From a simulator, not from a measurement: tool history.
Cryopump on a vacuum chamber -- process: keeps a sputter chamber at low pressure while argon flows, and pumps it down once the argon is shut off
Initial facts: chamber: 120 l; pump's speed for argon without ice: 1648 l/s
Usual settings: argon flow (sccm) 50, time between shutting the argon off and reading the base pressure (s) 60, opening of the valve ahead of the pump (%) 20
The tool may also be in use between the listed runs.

run	hour	argon flow (sccm)	time between shutting the argon off and reading the base pressure (s)	opening of the valve ahead of the pump (%)	pressure while argon flows (Pa)	pressure after the wait (uPa)
1	0.0	50	60	20	0.2625	1.78
2	12.8	50	60	20	0.2613	1.77
3	20.5	50	60	20	0.2615	1.73
4	37.9	50	60	20	0.2633	1.84
5	48.9	50	60	20	0.2632	1.76
6	65.5	50	59	20	0.2617	1.90
7	77.3	50	37	20	0.2635	2.37
8	92.2	39	60	20	0.2054	1.81
9	102.0	39	60	20	0.2063	1.86
10	113.7	39	60	20	0.2046	1.84
11	129.5	50	60	25	0.2108	1.85
12	141.6	50	60	25	0.2117	1.86
13	152.2	50	60	25	0.2132	1.88
14	160.2	50	60	25	0.2126	1.85
15	177.1	50	23	20	0.2634	3.35
16	192.7	50	23	20	0.2624	3.36
17	205.7	64	23	20	0.3392	3.21
18	214.6	64	23	20	0.3395	3.27
19	223.8	64	23	20	0.3406	3.24
20	239.1	62	156	42	0.1626	1.34
21	252.6	62	156	42	0.1618	1.34
22	260.4	74	32	38	0.2126	2.58
23	267.5	90	60	20	0.4742	1.89
24	283.0	90	60	20	0.4751	1.91
25	298.7	62	60	19	0.3456	1.89
26	315.2	98	174	15	0.6905	1.37
27	327.5	52	78	15	0.3656	1.74
28	344.1	82	77	24	0.3670	1.82
29	361.4	29	27	18	0.1710	3.13
30	371.9	74	27	18	0.4353	2.97
31	388.2	27	52	20	0.1435	2.19
32	404.2	56	160	19	0.3133	1.45
33	413.4	56	160	19	0.3135	1.46
34	423.7	76	230	20	0.4087	1.37
35	440.6	76	230	20	0.4049	1.37

3 options for the next run, each taken on its own from the tool as it stands now. Forecast them:
A	456.1	24	89	20	?	?
B	456.1	76	284	20	?	?
C	456.1	32	214	47	?	?

run	pressure while argon flows (Pa)	pressure after the wait (uPa)
A	0.1288	1.74
B	0.4053	1.31
C	0.0770	1.37
The same runs, with their run-to-run variation unchanged, on a tool lacking any hidden condition would have given:
run	pressure while argon flows (Pa)	pressure after the wait (uPa)
A	0.1231	0.75
B	0.3875	0.35
C	0.0695	0.39

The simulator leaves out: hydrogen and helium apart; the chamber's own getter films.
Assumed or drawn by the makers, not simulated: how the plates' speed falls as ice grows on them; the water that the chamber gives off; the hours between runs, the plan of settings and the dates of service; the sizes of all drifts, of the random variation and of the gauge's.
